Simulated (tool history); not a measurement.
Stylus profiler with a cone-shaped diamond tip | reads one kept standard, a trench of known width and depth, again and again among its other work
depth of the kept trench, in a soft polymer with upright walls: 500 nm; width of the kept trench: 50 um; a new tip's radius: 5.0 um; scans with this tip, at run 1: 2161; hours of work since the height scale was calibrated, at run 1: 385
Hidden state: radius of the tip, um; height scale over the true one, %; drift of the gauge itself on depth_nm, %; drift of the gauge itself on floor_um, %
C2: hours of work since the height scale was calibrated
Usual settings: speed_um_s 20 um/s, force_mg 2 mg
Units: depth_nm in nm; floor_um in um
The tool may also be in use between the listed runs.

Run 1, hour 0: usual settings; scans with this tip 2161; C2 385. Result: depth_nm 506.92 nm, floor_um 45.13 um.
Run 2, hour 27.8: usual settings; scans with this tip 2274; C2 405. Result: depth_nm 506.98 nm, floor_um 45.2 um.
Run 3, hour 43.8: usual settings; scans with this tip 2339; C2 417. Result: depth_nm 506.86 nm, floor_um 45.08 um.
Run 4, hour 61.2: usual settings; scans with this tip 2410; C2 430. Result: depth_nm 506.79 nm, floor_um 45.14 um.
Run 5, hour 82.3: usual settings; scans with this tip 2495; C2 445. Result: depth_nm 506.81 nm, floor_um 45.11 um.
Run 6, hour 100.6: usual settings but speed_um_s 27 um/s; scans with this tip 2569; C2 458. Result: depth_nm 506.71 nm, floor_um 45.07 um.
Run 7, hour 124.4: usual settings but speed_um_s 27 um/s; scans with this tip 2666; C2 475. Result: depth_nm 506.74 nm, floor_um 45.07 um.
Run 8, hour 158.7: usual settings but speed_um_s 27 um/s; scans with this tip 2805; C2 500. Result: depth_nm 506.91 nm, floor_um 45.03 um.
Run 9, hour 189.5: usual settings; scans with this tip 2930; C2 522. Result: depth_nm 506.97 nm, floor_um 45.05 um.
Run 10, hour 222.3: usual settings but speed_um_s 7 um/s, force_mg 2.46 mg; scans with this tip 3063; C2 546. Result: depth_nm 507.8 nm, floor_um 45.05 um.
Run 11, hour 249.3: usual settings but speed_um_s 7 um/s, force_mg 2.46 mg; scans with this tip 3172; C2 565. Result: depth_nm 507.84 nm, floor_um 45.07 um.
Run 12, hour 267.1: usual settings but speed_um_s 7 um/s, force_mg 5.76 mg; scans with this tip 3244; C2 578. Result: depth_nm 514.09 nm, floor_um 45.06 um.
Run 13, hour 285.3: usual settings but speed_um_s 7 um/s, force_mg 5.76 mg; scans with this tip 3318; C2 591. Result: depth_nm 513.93 nm, floor_um 45.05 um.
Run 14, hour 312.3: usual settings but speed_um_s 32 um/s, force_mg 0.98 mg; scans with this tip 3428; C2 611. Result: depth_nm 503.94 nm, floor_um 44.92 um.

The next listed run, before its measurement:
Run 15, hour 340.5: usual settings but speed_um_s 7 um/s, force_mg 4.58 mg; scans with this tip 3542; C2 631. Result: depth_nm ?, floor_um ?.

{"run 15": {"depth_nm": 511.71, "floor_um": 45}}
Without the tool's hidden state the same run would have given depth_nm 512.18 nm, floor_um 45.64 um.

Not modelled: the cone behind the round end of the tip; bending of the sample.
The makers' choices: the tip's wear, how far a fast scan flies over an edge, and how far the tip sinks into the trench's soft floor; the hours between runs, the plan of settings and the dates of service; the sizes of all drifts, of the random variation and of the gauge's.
